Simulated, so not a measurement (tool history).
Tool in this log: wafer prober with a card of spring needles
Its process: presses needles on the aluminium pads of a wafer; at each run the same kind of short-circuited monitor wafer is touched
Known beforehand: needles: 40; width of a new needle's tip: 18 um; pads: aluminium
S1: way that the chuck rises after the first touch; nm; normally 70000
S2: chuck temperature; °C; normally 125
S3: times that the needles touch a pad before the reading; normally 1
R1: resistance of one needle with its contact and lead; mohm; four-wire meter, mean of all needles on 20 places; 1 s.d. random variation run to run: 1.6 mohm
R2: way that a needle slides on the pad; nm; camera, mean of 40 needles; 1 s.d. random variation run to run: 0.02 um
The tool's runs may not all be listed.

| run | day | S1 | S2 | S3 | R1 | R2 |
|---|---|---|---|---|---|---|
| 1 | 0 | 70000 | 125 | 1 | 303 | 16770 |
|  | 0.888 | tips cleaned on abrasive film |
| 2 | 1.346 | 70000 | 72 | 1 | 286 | 16740 |
|  | 1.688 | tips cleaned on abrasive film |
|  | 2.554 | tips cleaned on abrasive film |
|  | 3.367 | tips cleaned on abrasive film |
| 3 | 3.842 | 70000 | 72 | 1 | 289 | 16770 |
|  | 4.221 | tips cleaned on abrasive film |
|  | 5.062 | tips cleaned on abrasive film |
|  | 5.908 | tips cleaned on abrasive film |
| 4 | 6.008 | 70000 | 72 | 1 | 289 | 16750 |
|  | 6.842 | tips cleaned on abrasive film |
|  | 7.642 | tips cleaned on abrasive film |
| 5 | 7.962 | 70000 | 103 | 1 | 298 | 16790 |
|  | 8.508 | tips cleaned on abrasive film |
|  | 9.308 | tips cleaned on abrasive film |
| 6 | 9.546 | 70000 | 103 | 1 | 294 | 16780 |
|  | 10.15 | tips cleaned on abrasive film |
|  | 11.025 | tips cleaned on abrasive film |
|  | 11.85 | tips cleaned on abrasive film |
| 7 | 11.85 | 70000 | 75 | 1 | 287 | 16780 |
|  | 12.746 | tips cleaned on abrasive film |
|  | 13.604 | tips cleaned on abrasive film |
| 8 | 13.804 | 70000 | 60 | 1 | 284 | 16740 |
|  | 14.462 | tips cleaned on abrasive film |
|  | 15.379 | tips cleaned on abrasive film |
| 9 | 15.854 | 70000 | 60 | 1 | 283 | 16790 |
|  | 16.004 | height of the first contact set anew |
|  | 16.196 | tips cleaned on abrasive film |
|  | 16.992 | tips cleaned on abrasive film |
|  | 17.846 | tips cleaned on abrasive film |
| 10 | 18.054 | 70000 | 60 | 1 | 283 | 16750 |
|  | 18.658 | tips cleaned on abrasive film |
|  | 19.475 | tips cleaned on abrasive film |
| 11 | 20.058 | 70000 | 60 | 1 | 284 | 16760 |
|  | 20.396 | tips cleaned on abrasive film |
|  | 21.246 | tips cleaned on abrasive film |
| 12 | 21.258 | 70000 | 60 | 1 | 285 | 16780 |
|  | 22.104 | tips cleaned on abrasive film |
|  | 23 | tips cleaned on abrasive film |
| 13 | 23.412 | 70000 | 60 | 1 | 284 | 16790 |
|  | 23.912 | tips cleaned on abrasive film |
|  | 24.7 | tips cleaned on abrasive film |
|  | 25.621 | tips cleaned on abrasive film |
| 14 | 25.725 | 70000 | 125 | 1 | 303 | 16820 |
|  | 26.408 | tips cleaned on abrasive film |
| 15 | 27.038 | 58000 | 125 | 1 | 305 | 13870 |
|  | 27.375 | tips cleaned on abrasive film |
|  | 28.238 | tips cleaned on abrasive film |
|  | 29.029 | tips cleaned on abrasive film |
| 16 | 29.267 | 69000 | 62 | 2 | 285 | 16510 |
|  | 29.979 | tips cleaned on abrasive film |
|  | 30.929 | tips cleaned on abrasive film |
| 17 | 30.95 | 69000 | 62 | 2 | 285 | 16530 |
|  | 31.817 | tips cleaned on abrasive film |
|  | 32.612 | tips cleaned on abrasive film |
| 18 | 33.042 | 70000 | 68 | 1 | 286 | 16780 |
|  | 33.425 | tips cleaned on abrasive film |
|  | 34.338 | tips cleaned on abrasive film |
| 19 | 34.338 | 60000 | 45 | 1 | 284 | 14370 |
|  | 35.217 | tips cleaned on abrasive film |
| 20 | 35.638 | 60000 | 45 | 1 | 282 | 14380 |
|  | 36.075 | tips cleaned on abrasive film |
|  | 36.917 | tips cleaned on abrasive film |
| 21 | 37.646 | 60000 | 45 | 1 | 282 | 14360 |
|  | 37.825 | tips cleaned on abrasive film |
|  | 38.75 | tips cleaned on abrasive film |
|  | 39.546 | tips cleaned on abrasive film |
| 22 | 39.688 | 71000 | 26 | 1 | 273 | 16990 |
|  | 40.388 | tips cleaned on abrasive film |
|  | 41.308 | tips cleaned on abrasive film |
|  | 42.2 | tips cleaned on abrasive film |
| 23 | 42.2 | 52000 | 54 | 2 | 286 | 12450 |
|  | 43.067 | tips cleaned on abrasive film |
| 24 | 43.375 | 52000 | 97 | 2 | 303 | 12470 |
|  | 43.958 | tips cleaned on abrasive film |
| 25 | 44.671 | 52000 | 97 | 2 | 301 | 12440 |
|  | 44.871 | tips cleaned on abrasive film |
|  | 45.754 | tips cleaned on abrasive film |
| 26 | 45.983 | 74000 | 26 | 1 | 273 | 17750 |
|  | 46.654 | tips cleaned on abrasive film |
| 27 | 47.388 | 59000 | 90 | 2 | 293 | 14090 |
|  | 47.583 | tips cleaned on abrasive film |
|  | 48.504 | tips cleaned on abrasive film |
|  | 48.908 | height of the first contact set anew |
|  | 49.304 | tips cleaned on abrasive film |
| 28 | 49.475 | 88000 | 113 | 2 | 298 | 21090 |
|  | 50.196 | tips cleaned on abrasive film |
|  | 51.058 | tips cleaned on abrasive film |
| 29 | 51.433 | 57000 | 60 | 1 | 286 | 13650 |

Alternative continuations, all from the tool just after run 29; predict every row:
|  | 51.946 | tips cleaned on abrasive film |
|  | 52.808 | tips cleaned on abrasive film |
| A | 53.496 | 78000 | 95 | 1 | ? | ? |
|  | 51.946 | tips cleaned on abrasive film |
|  | 52.808 | tips cleaned on abrasive film |
| B | 53.496 | 85000 | 60 | 1 | ? | ? |
|  | 51.946 | tips cleaned on abrasive film |
|  | 52.808 | tips cleaned on abrasive film |
| C | 53.496 | 75000 | 125 | 1 | ? | ? |

| run | R1 | R2 |
|---|---|---|
| A | 295 | 18660 |
| B | 280 | 20390 |
| C | 301 | 17980 |
With the hidden condition removed and each run's random variation left untouched, the same runs would have given:
| run | R1 | R2 |
|---|---|---|
| A | 294 | 18660 |
| B | 280 | 20390 |
| C | 300 | 17980 |
